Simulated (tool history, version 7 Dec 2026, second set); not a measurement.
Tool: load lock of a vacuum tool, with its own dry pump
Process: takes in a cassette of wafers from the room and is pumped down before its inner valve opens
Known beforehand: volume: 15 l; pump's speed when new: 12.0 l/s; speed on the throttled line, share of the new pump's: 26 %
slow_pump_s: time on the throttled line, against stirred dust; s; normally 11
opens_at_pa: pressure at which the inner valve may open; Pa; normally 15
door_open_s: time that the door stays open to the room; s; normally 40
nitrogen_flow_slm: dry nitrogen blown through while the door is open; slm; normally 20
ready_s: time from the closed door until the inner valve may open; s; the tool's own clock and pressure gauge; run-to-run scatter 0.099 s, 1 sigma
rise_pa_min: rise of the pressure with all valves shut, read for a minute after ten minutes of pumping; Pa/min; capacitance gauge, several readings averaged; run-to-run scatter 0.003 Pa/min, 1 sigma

run    hour  slow_pump_s  opens_at_pa  door_open_s  nitrogen_flow_slm  incoming humidity of the room's air, %  ready_s  rise_pa_min
  1       0           11           15           40                 20                                    44.6    20.84        0.406
  2   399.3           11           15           40                 20                                    45.3       21        0.428
  3   752.6           15           15           40                 20                                    44.5    23.63        0.436
  4  1039.7           15           15           40                 20                                    45.7    23.79        0.439
  5  1533.6           15           15           40                 20                                    43.8    23.78        0.483
  6  1811.6           15           15           40                 20                                    45.6    23.81        0.469
  7  2069.7           15           15           40                 20                                    45.1    23.87        0.485
  8  2485.4           11           15           40                 20                                      47    21.19        0.511
  9  2909.7           11           15           40                 20                                    47.3    21.26        0.525
 10  3332.6           11           15           40                 20                                    39.7    21.42        0.534
 11    3661           11           15           40                 20                                    43.7    21.33        0.561
 12  4091.4            8           15           40                 20                                    47.7    19.35        0.562
 13  4576.4            7           15           40                 20                                    47.9    18.54        0.036
 14  5067.7           20           18           78                 19                                    49.9    27.17        0.058
 15  5360.3           15           15           40                 20                                    43.8    22.18        0.035
 16  5755.8           19           11          145                  9                                      42    25.56         0.12
 17  6103.5           12           11          102                 10                                    46.2    20.37        0.102
 18  6318.3           12           11           36                 10                                    42.7    20.32        0.061
 19  6715.7            9           18           40                 20                                    46.2    17.54        0.054
 20  7016.4            8           16           31                 20                                    44.2    16.88        0.048
 21  7338.6            8           16           31                 20                                    46.5    17.03        0.054
 22  7618.5            8           11           31                  8                                    46.4    17.38        0.078
 23  7837.9            6           11           28                  8                                    46.3    16.17        0.079
 24  8198.4           11           15           74                 17                                    46.5    19.25         0.09
 25  8648.6           16           12           60                 14                                    44.9    23.48        0.095
 26  8995.3           16           12           60                 14                                    44.5    23.28        0.098

Withheld: 2 entries from between the runs. Position of each, and hidden state at the listed run before versus the listed run after:
Logged between run 12 and run 13: door's seal changed, seat wiped (hour 4246.3)
  pump's speed, % of a new pump's: 79.9 -> 79.5; leak at the door's seal, Pa l/s: 0.1361 -> 0.0028
  the result without the hidden state subtracted from the measured one, ready_s: +2.28 -> +2.43 s; rise_pa_min: +0.529 -> +0.003 Pa/min
Logged between run 14 and run 15: dry pump taken out, an overhauled one fitted (hour 5184)
  pump's speed, % of a new pump's: 79 -> 101.1; leak at the door's seal, Pa l/s: 0.0038 -> 0.0045
  the result without the hidden state subtracted from the measured one, ready_s: +1.55 -> -0.08 s; rise_pa_min: +0.007 -> +0.009 Pa/min

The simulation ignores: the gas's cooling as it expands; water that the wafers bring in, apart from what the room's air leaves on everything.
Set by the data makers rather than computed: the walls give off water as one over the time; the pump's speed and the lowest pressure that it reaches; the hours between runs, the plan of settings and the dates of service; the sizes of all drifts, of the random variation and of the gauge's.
